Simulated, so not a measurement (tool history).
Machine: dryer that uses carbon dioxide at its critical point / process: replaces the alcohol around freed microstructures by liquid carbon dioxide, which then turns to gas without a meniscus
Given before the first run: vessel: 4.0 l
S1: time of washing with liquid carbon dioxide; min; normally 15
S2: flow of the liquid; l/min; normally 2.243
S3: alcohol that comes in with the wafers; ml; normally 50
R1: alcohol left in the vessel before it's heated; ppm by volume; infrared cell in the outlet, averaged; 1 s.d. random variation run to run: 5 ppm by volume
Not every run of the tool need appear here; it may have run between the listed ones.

{"run": 1, "hour": 0.0, "S1": 15, "S2": 2.243, "S3": 50, "R1": 87}
{"run": 2, "hour": 15.9, "S1": 15, "S2": 2.243, "S3": 50, "R1": 85}
{"run": 3, "hour": 31.9, "S1": 15, "S2": 2.243, "S3": 50, "R1": 86}
{"run": 4, "hour": 46.0, "S1": 15, "S2": 2.243, "S3": 50, "R1": 96}
{"run": 5, "hour": 54.7, "S1": 15, "S2": 2.243, "S3": 50, "R1": 95}
{"run": 6, "hour": 69.3, "S1": 15, "S2": 2.243, "S3": 50, "R1": 97}
{"run": 7, "hour": 80.4, "S1": 19, "S2": 2.243, "S3": 50, "R1": 57}
{"run": 8, "hour": 97.4, "S1": 14, "S2": 2.243, "S3": 50, "R1": 121}
{"run": 9, "hour": 109.1, "S1": 14, "S2": 2.243, "S3": 50, "R1": 118}
{"run": 10, "hour": 126.8, "S1": 14, "S2": 3.39, "S3": 50, "R1": 54}
{"run": 11, "hour": 143.7, "S1": 15, "S2": 2.243, "S3": 47, "R1": 108}
{"run": 12, "hour": 154.6, "S1": 15, "S2": 2.243, "S3": 47, "R1": 109}
{"run": 13, "hour": 167.5, "S1": 15, "S2": 2.243, "S3": 47, "R1": 104}
{"run": 14, "hour": 184.1, "S1": 15, "S2": 2.13, "S3": 50, "R1": 128}
{"run": 15, "hour": 195.9, "S1": 15, "S2": 1.6, "S3": 50, "R1": 321}
{"run": 16, "hour": 214.4, "S1": 22, "S2": 1.6, "S3": 50, "R1": 103}
{"run": 17, "hour": 232.0, "S1": 11, "S2": 2.243, "S3": 50, "R1": 295}
{"run": 18, "hour": 243.4, "S1": 11, "S2": 2.243, "S3": 50, "R1": 301}
{"run": 19, "hour": 259.9, "S1": 15, "S2": 2.243, "S3": 50, "R1": 124}
{"run": 20, "hour": 268.6, "S1": 15, "S2": 2.243, "S3": 50, "R1": 120}
{"run": 21, "hour": 280.4, "S1": 15, "S2": 2.243, "S3": 50, "R1": 128}
{"run": 22, "hour": 288.6, "S1": 15, "S2": 1.42, "S3": 50, "R1": 490}
{"run": 23, "hour": 301.2, "S1": 15, "S2": 1.42, "S3": 50, "R1": 504}
{"run": 24, "hour": 317.8, "S1": 15, "S2": 2.243, "S3": 50, "R1": 128}
{"hour": 321.5, "done": "inlet filter changed"}
{"run": 25, "hour": 332.6, "S1": 15, "S2": 2.243, "S3": 50, "R1": 100}
{"run": 26, "hour": 340.2, "S1": 15, "S2": 2.52, "S3": 32, "R1": 86}
{"run": 27, "hour": 353.3, "S1": 15, "S2": 2.52, "S3": 32, "R1": 91}
{"run": 28, "hour": 364.2, "S1": 15, "S2": 2.52, "S3": 32, "R1": 87}
{"run": 29, "hour": 375.8, "S1": 9, "S2": 3.53, "S3": 32, "R1": 104}
{"run": 30, "hour": 388.3, "S1": 9, "S2": 3.53, "S3": 32, "R1": 105}
{"run": 31, "hour": 406.8, "S1": 13, "S2": 3.53, "S3": 32, "R1": 85}
{"run": 32, "hour": 418.4, "S1": 19, "S2": 1.63, "S3": 28, "R1": 104}
{"run": 33, "hour": 435.8, "S1": 9, "S2": 2.3, "S3": 50, "R1": 357}
{"run": 34, "hour": 452.1, "S1": 13, "S2": 2.243, "S3": 106, "R1": 206}
{"run": 35, "hour": 467.9, "S1": 13, "S2": 2.243, "S3": 106, "R1": 223}
{"run": 36, "hour": 484.8, "S1": 13, "S2": 1.81, "S3": 82, "R1": 364}
{"run": 37, "hour": 499.5, "S1": 13, "S2": 1.81, "S3": 82, "R1": 366}
{"run": 38, "hour": 512.5, "S1": 13, "S2": 1.81, "S3": 82, "R1": 379}
{"run": 39, "hour": 522.2, "S1": 20, "S2": 1.78, "S3": 110, "R1": 136}
{"run": 40, "hour": 534.6, "S1": 20, "S2": 1.78, "S3": 110, "R1": 133}
{"run": 41, "hour": 542.9, "S1": 20, "S2": 2.77, "S3": 110, "R1": 105}
{"run": 42, "hour": 561.4, "S1": 15, "S2": 3.45, "S3": 61, "R1": 99}
{"run": 43, "hour": 573.1, "S1": 15, "S2": 1.55, "S3": 50, "R1": 277}
{"run": 44, "hour": 589.6, "S1": 15, "S2": 1.58, "S3": 50, "R1": 277}
{"run": 45, "hour": 600.4, "S1": 19, "S2": 2.82, "S3": 26, "R1": 106}
{"run": 46, "hour": 613.3, "S1": 19, "S2": 2.82, "S3": 26, "R1": 102}
{"run": 47, "hour": 628.2, "S1": 19, "S2": 2.82, "S3": 26, "R1": 103}

3 ways to go on from here, each from the tool as it stands after run 47. What would each give?
{"run": "A", "hour": 636.7, "S1": 19, "S2": 2.64, "S3": 26, "R1": "?"}
{"run": "B", "hour": 636.7, "S1": 24, "S2": 3.65, "S3": 71, "R1": "?"}
{"run": "C", "hour": 636.7, "S1": 15, "S2": 2.243, "S3": 43, "R1": "?"}

run=A R1=97
run=B R1=105
run=C R1=134
Without the tool's unlogged condition, the same runs would have read:
run=A R1=1
run=B R1=8
run=C R1=25
